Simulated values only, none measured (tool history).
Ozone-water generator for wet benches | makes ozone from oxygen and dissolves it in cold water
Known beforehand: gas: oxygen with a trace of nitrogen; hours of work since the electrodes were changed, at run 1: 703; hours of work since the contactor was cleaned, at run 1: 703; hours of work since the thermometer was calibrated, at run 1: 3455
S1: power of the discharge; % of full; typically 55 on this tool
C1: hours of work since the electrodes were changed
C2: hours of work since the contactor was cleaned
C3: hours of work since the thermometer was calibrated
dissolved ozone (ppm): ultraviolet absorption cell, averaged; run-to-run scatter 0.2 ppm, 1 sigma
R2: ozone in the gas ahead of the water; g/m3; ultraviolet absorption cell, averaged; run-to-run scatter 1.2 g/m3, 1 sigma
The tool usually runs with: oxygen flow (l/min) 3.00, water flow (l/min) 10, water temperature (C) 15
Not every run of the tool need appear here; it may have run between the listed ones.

Run 1, day 0.000: usual settings; C1 703; C2 703; C3 3455. Result: dissolved ozone (ppm) 27.7, R2 209.5 g/m3.
Run 2, day 3.442: usual settings but water temperature (C) 20; C1 753; C2 753; C3 3506. Result: dissolved ozone (ppm) 25.6, R2 210.2 g/m3.
Run 3, day 7.850: usual settings; C1 818; C2 818; C3 3570. Result: dissolved ozone (ppm) 27.5, R2 207.7 g/m3.
Run 4, day 10.579: usual settings but oxygen flow (l/min) 1.99; C1 858; C2 858; C3 3610. Result: dissolved ozone (ppm) 26.0, R2 251.1 g/m3.
Run 5, day 12.562: usual settings but oxygen flow (l/min) 1.99; C1 887; C2 887; C3 3639. Result: dissolved ozone (ppm) 25.9, R2 253.5 g/m3.
Run 6, day 16.325: usual settings but oxygen flow (l/min) 1.99; C1 942; C2 942; C3 3695. Result: dissolved ozone (ppm) 26.1, R2 250.3 g/m3.
Run 7, day 18.408: usual settings but oxygen flow (l/min) 1.99; C1 972; C2 972; C3 3725. Result: dissolved ozone (ppm) 26.1, R2 250.6 g/m3.
At day 18.862: water thermometer calibrated.
Run 8, day 22.192: usual settings; C1 1027; C2 1027; C3 49. Result: dissolved ozone (ppm) 27.4, R2 207.9 g/m3.
Run 9, day 26.288: usual settings; C1 1087; C2 1087; C3 109. Result: dissolved ozone (ppm) 27.2, R2 207.4 g/m3.
Run 10, day 31.138: usual settings; C1 1158; C2 1158; C3 180. Result: dissolved ozone (ppm) 26.8, R2 205.7 g/m3.
Run 11, day 34.717: usual settings; C1 1211; C2 1211; C3 232. Result: dissolved ozone (ppm) 27.2, R2 206.5 g/m3.
At day 36.662: water thermometer calibrated, once more.
Run 12, day 39.338: usual settings; C1 1278; C2 1278; C3 39. Result: dissolved ozone (ppm) 27.5, R2 204.3 g/m3.
Run 13, day 42.892: usual settings but oxygen flow (l/min) 1.70; C1 1330; C2 1330; C3 91. Result: dissolved ozone (ppm) 24.8, R2 264.3 g/m3.
Run 14, day 47.258: usual settings but oxygen flow (l/min) 3.53; C1 1394; C2 1394; C3 155. Result: dissolved ozone (ppm) 27.3, R2 188.3 g/m3.
Run 15, day 52.008: usual settings but water flow (l/min) 7; C1 1464; C2 1464; C3 225. Result: dissolved ozone (ppm) 34.5, R2 202.8 g/m3.
Run 16, day 55.067: usual settings but oxygen flow (l/min) 3.26, water flow (l/min) 7, water temperature (C) 17; C1 1509; C2 1509; C3 270. Result: dissolved ozone (ppm) 33.0, R2 193.5 g/m3.
Run 17, day 58.708: usual settings but S1 90 % of full; C1 1562; C2 1562; C3 323. Result: dissolved ozone (ppm) 35.9, R2 273.7 g/m3.
Run 18, day 60.658: usual settings but S1 90 % of full; C1 1590; C2 1590; C3 351. Result: dissolved ozone (ppm) 35.9, R2 270.1 g/m3.
Run 19, day 62.667: usual settings but S1 90 % of full; C1 1620; C2 1620; C3 381. Result: dissolved ozone (ppm) 36.2, R2 272.5 g/m3.
Run 20, day 64.738: usual settings but S1 40 % of full, water flow (l/min) 9; C1 1650; C2 1650; C3 411. Result: dissolved ozone (ppm) 23.6, R2 165.8 g/m3.
Run 21, day 68.329: usual settings but S1 50 % of full, water flow (l/min) 9, water temperature (C) 8; C1 1703; C2 1703; C3 464. Result: dissolved ozone (ppm) 29.8, R2 188.8 g/m3.
Run 22, day 72.962: usual settings but S1 50 % of full, water flow (l/min) 9, water temperature (C) 8; C1 1771; C2 1771; C3 532. Result: dissolved ozone (ppm) 29.5, R2 188.5 g/m3.
Run 23, day 77.367: usual settings but S1 40 % of full, water flow (l/min) 6; C1 1835; C2 1835; C3 596. Result: dissolved ozone (ppm) 30.5, R2 165.3 g/m3.

Alternative continuations, all from the tool just after run 23; predict every row:
Run A, day 79.700: usual settings but S1 40 % of full, water temperature (C) 17; C1 1869; C2 1869; C3 630. Result: dissolved ozone (ppm) ?, R2 ?.
Run B, day 79.700: usual settings but water temperature (C) 21; C1 1869; C2 1869; C3 630. Result: dissolved ozone (ppm) ?, R2 ?.
Run C, day 79.700: usual settings but oxygen flow (l/min) 4.05; C1 1869; C2 1869; C3 630. Result: dissolved ozone (ppm) ?, R2 ?.

run  dissolved ozone (ppm)     R2
  A                   21.1  162.9
  B                   23.9  200.2
  C                   26.7  173.5
Without the tool's hidden state the same runs would have given:
run  dissolved ozone (ppm)     R2
  A                   22.7  173.1
  B                   26.3  216.9
  C                   29.3  188.1

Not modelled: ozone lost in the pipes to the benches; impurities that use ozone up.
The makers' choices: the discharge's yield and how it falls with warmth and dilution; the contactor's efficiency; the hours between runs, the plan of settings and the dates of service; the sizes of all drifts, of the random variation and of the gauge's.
